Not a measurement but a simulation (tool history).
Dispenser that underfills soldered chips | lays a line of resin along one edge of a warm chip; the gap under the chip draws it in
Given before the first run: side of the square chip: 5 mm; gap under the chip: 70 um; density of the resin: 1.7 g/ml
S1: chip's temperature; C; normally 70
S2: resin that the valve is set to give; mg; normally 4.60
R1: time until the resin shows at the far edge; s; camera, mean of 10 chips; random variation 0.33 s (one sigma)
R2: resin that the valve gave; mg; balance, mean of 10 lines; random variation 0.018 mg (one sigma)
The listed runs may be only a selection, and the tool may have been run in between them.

run	hour	S1	S2	R1	R2
1	0.0	70	4.60	18.6	4.60
2	5.2	70	4.60	24.2	4.56
# hour 12.4: new syringe of resin
3	15.0	70	4.60	16.7	4.54
4	22.7	70	4.60	23.7	4.56
# hour 29.9: new syringe of resin
5	30.7	70	4.60	14.8	4.52
6	39.6	70	4.55	23.3	4.47
7	46.0	70	4.55	30.4	4.46
# hour 47.8: new syringe of resin
8	52.8	70	4.55	18.3	4.43
9	59.9	70	5.99	25.4	5.84
# hour 65.8: new syringe of resin
10	67.8	70	5.03	15.9	4.88
# hour 76.0: dispensing valve cleaned and set on the balance
11	79.3	70	5.03	25.8	5.03
# hour 85.0: new syringe of resin
12	90.1	70	5.03	17.3	5.03
13	97.3	70	4.60	25.0	4.58
# hour 102.7: new syringe of resin
14	107.6	70	4.60	18.0	4.58
15	116.7	70	4.60	28.2	4.54
# hour 120.7: new syringe of resin
16	127.3	70	4.60	19.4	4.55
17	134.8	70	5.45	28.1	5.37
# hour 138.5: new syringe of resin
18	143.3	70	5.45	18.2	5.30
19	148.8	70	4.85	23.5	4.77
# hour 156.2: new syringe of resin
20	156.3	70	5.99	14.0	5.90
21	161.6	78	4.76	14.1	4.63
# hour 166.5: dispensing valve cleaned and set on the balance
22	167.6	70	5.82	23.7	5.83
# hour 174.9: new syringe of resin
23	178.3	68	4.73	18.3	4.71
24	185.9	63	5.20	30.7	5.13
# hour 192.6: new syringe of resin
25	194.4	81	3.94	11.5	3.91

Forecast run 26:
26	199.0	78	5.15	?	?

Run 26 measured R1 15.2 s, R2 5.07 mg.
Minus the tool's unlogged condition, the same run would have read R1 10.8 s, R2 5.13 mg.

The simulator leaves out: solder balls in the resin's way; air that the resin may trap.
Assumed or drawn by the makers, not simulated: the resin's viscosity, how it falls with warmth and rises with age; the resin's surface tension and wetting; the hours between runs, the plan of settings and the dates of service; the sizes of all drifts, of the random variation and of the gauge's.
